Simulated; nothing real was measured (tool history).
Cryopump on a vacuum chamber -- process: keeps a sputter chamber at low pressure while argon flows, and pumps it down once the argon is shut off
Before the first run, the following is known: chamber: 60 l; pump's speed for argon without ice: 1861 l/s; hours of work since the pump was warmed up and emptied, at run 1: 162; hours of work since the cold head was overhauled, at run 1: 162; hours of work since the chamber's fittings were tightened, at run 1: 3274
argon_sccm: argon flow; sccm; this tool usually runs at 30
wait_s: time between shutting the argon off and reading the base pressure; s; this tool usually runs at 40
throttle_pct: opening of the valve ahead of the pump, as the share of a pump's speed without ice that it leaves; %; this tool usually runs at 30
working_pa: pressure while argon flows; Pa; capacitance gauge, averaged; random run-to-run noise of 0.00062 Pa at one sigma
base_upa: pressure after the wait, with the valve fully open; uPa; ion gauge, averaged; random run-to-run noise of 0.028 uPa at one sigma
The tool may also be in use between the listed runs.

| run | hour | argon_sccm | wait_s | throttle_pct | hours of work since the pump was warmed up and emptied | hours of work since the cold head was overhauled | hours of work since the chamber's fittings were tightened | working_pa | base_upa |
|---|---|---|---|---|---|---|---|---|---|
| 1 | 0 | 30 | 40 | 30 | 162 | 162 | 3274 | 0.0928 | 2.52 |
| 2 | 63 | 30 | 40 | 30 | 196 | 196 | 3308 | 0.0932 | 2.51 |
| 3 | 117 | 30 | 40 | 30 | 225 | 225 | 3337 | 0.0924 | 2.64 |
| 4 | 163 | 30 | 40 | 30 | 250 | 250 | 3362 | 0.093 | 2.57 |
| 5 | 213.2 | 30 | 40 | 30 | 277 | 277 | 3389 | 0.0922 | 2.64 |
| 6 | 267.7 | 30 | 143 | 30 | 306 | 306 | 3419 | 0.0938 | 1.87 |
|  | 310.8 | leaking fittings of the chamber tightened, without venting |
| 7 | 328.4 | 30 | 143 | 32 | 338 | 338 | 10 | 0.0879 | 0.52 |
| 8 | 370.5 | 30 | 143 | 39 | 361 | 361 | 32 | 0.0727 | 0.52 |
| 9 | 445.3 | 30 | 40 | 39 | 401 | 401 | 73 | 0.0729 | 1.38 |
| 10 | 489.9 | 30 | 40 | 39 | 425 | 425 | 97 | 0.0739 | 1.36 |
| 11 | 530 | 30 | 40 | 39 | 447 | 447 | 118 | 0.074 | 1.32 |
| 12 | 565.4 | 30 | 40 | 39 | 466 | 466 | 137 | 0.0742 | 1.4 |
| 13 | 607.6 | 30 | 81 | 39 | 489 | 489 | 160 | 0.0746 | 0.82 |
| 14 | 644.7 | 30 | 81 | 39 | 509 | 509 | 180 | 0.0755 | 0.83 |
| 15 | 718.7 | 30 | 81 | 39 | 549 | 549 | 220 | 0.0752 | 0.83 |
| 16 | 777.6 | 49 | 81 | 39 | 581 | 581 | 252 | 0.1217 | 0.92 |
| 17 | 831.1 | 30 | 23 | 30 | 609 | 609 | 281 | 0.0955 | 2.38 |
| 18 | 886.6 | 16 | 40 | 37 | 639 | 639 | 311 | 0.0429 | 1.49 |
| 19 | 924.9 | 16 | 40 | 37 | 660 | 660 | 332 | 0.0431 | 1.48 |
| 20 | 964 | 18 | 160 | 49 | 681 | 681 | 353 | 0.0377 | 0.6 |
| 21 | 1011.4 | 18 | 160 | 49 | 707 | 707 | 378 | 0.0374 | 0.68 |
| 22 | 1047.1 | 18 | 160 | 49 | 726 | 726 | 397 | 0.0383 | 0.67 |
| 23 | 1087.3 | 18 | 160 | 49 | 748 | 748 | 419 | 0.0381 | 0.66 |
| 24 | 1122.4 | 52 | 32 | 35 | 767 | 767 | 438 | 0.1489 | 1.84 |
| 25 | 1171.8 | 52 | 51 | 32 | 793 | 793 | 465 | 0.1621 | 1.29 |
| 26 | 1237 | 52 | 51 | 32 | 828 | 828 | 500 | 0.1628 | 1.29 |
| 27 | 1308.6 | 52 | 51 | 32 | 867 | 867 | 539 | 0.1641 | 1.38 |
| 28 | 1348.1 | 52 | 51 | 32 | 889 | 889 | 560 | 0.1636 | 1.34 |
| 29 | 1405 | 21 | 51 | 53 | 919 | 919 | 591 | 0.0421 | 1.34 |
| 30 | 1470.2 | 49 | 51 | 53 | 954 | 954 | 626 | 0.1006 | 1.43 |
| 31 | 1539.6 | 49 | 51 | 53 | 992 | 992 | 663 | 0.1022 | 1.42 |
|  | 1598 | pump warmed up, emptied and cooled again |
| 32 | 1601.7 | 37 | 143 | 24 | 2 | 1023 | 694 | 0.1402 | 0.77 |

Below, each run's measurement less what the same run would have read without the hidden state. Both values contain the same run-to-run variation, but the gauge's scatter may not be the same in both:
Hidden conditions of the tool in this case: pump's speed, % of a pump's without ice; cold plate's temperature, K; leak into the chamber, uPa l/s; drift of the gauge itself on working_pa, %; drift of the gauge itself on base_upa, %.
| run | working_pa | base_upa |
|---|---|---|
| 1 | +0.0014 | +1.22 |
| 2 | +0.0017 | +1.22 |
| 3 | +0.0019 | +1.27 |
| 4 | +0.0022 | +1.28 |
| 5 | +0.0024 | +1.32 |
| 6 | +0.0028 | +1.36 |
| 7 | +0.0031 | +0.03 |
| 8 | +0.0032 | +0.04 |
| 9 | +0.0037 | +0.06 |
| 10 | +0.0039 | +0.07 |
| 11 | +0.0042 | +0.08 |
| 12 | +0.0044 | +0.09 |
| 13 | +0.0046 | +0.1 |
| 14 | +0.0048 | +0.11 |
| 15 | +0.0052 | +0.12 |
| 16 | +0.0091 | +0.15 |
| 17 | +0.0059 | +0.16 |
| 18 | +0.0034 | +0.18 |
| 19 | +0.0036 | +0.19 |
| 20 | +0.0041 | +0.2 |
| 21 | +0.0043 | +0.21 |
| 22 | +0.0044 | +0.23 |
| 23 | +0.0046 | +0.25 |
| 24 | +0.0137 | +0.25 |
| 25 | +0.0143 | +0.27 |
| 26 | +0.0152 | +0.28 |
| 27 | +0.016 | +0.31 |
| 28 | +0.0166 | +0.31 |
| 29 | +0.0069 | +0.34 |
| 30 | +0.017 | +0.36 |
| 31 | +0.0181 | +0.4 |
| 32 | +0.0005 | +0.26 |

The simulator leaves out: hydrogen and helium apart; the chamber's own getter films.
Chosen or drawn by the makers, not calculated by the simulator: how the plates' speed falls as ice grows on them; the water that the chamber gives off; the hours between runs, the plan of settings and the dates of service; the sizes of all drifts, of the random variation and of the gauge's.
